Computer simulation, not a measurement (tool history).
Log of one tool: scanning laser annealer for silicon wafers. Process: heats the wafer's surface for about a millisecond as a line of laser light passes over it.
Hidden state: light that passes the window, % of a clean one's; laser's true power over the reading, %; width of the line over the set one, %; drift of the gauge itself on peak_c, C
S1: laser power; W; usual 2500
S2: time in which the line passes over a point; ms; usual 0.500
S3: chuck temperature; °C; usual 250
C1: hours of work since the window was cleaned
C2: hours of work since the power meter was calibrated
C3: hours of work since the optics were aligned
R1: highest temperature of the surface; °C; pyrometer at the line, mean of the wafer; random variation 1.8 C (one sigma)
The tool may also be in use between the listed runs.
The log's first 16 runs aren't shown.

run,day,S1,S2,S3,C1,C2,C3,R1
17,12.633,2500,0.500,249,254,449,953,1046
18,13.375,2500,0.500,249,265,460,964,1050
19,14.283,2500,0.500,249,278,474,978,1045
20,14.875,2513,0.500,250,287,483,987,1053
21,15.554,2513,0.500,250,297,493,997,1049
22,16.671,2500,0.512,273,314,509,1013,1080
23,17.358,2500,0.512,273,324,520,1024,1081
24,17.833,2500,0.512,273,331,527,1031,1082
25,18.850,2611,0.603,230,346,542,1046,1157
26,19.683,2698,0.500,250,359,554,1058,1109
27,20.158,2698,0.500,250,366,561,1065,1110
28,20.962,2698,0.500,224,378,573,1077,1085
29,21.496,2698,0.500,224,385,581,1085,1083
30,22.121,2698,0.500,224,395,590,1094,1081
31,23.175,2271,0.500,261,410,606,1110,981
32,24.292,2271,0.500,261,427,623,1126,984
33,24.775,2500,0.445,250,434,630,1134,989
34,25.288,2500,0.445,250,442,637,1141,992
35,26.371,2500,0.445,250,458,653,1157,994
36,26.942,2590,0.379,250,466,662,1166,951
37,27.433,2404,0.547,250,474,669,1173,1053
38,28.533,2404,0.547,250,490,686,1189,1053
39,29.417,2500,0.500,278,503,699,1203,1071
40,30.317,2560,0.548,213,516,712,1216,1064
41,31.358,2560,0.548,213,532,727,1231,1065

3 ways to go on from here, each from the tool as it stands after run 41. What would each give?
A,31.971,2317,0.471,233,541,737,1240,?
B,31.971,2405,0.542,242,541,737,1240,?
C,31.971,2560,0.428,213,541,737,1240,?

run,R1
A,941
B,1037
C,955
Without the tool's hidden state the same runs would have given:
run,R1
A,963
B,1062
C,978
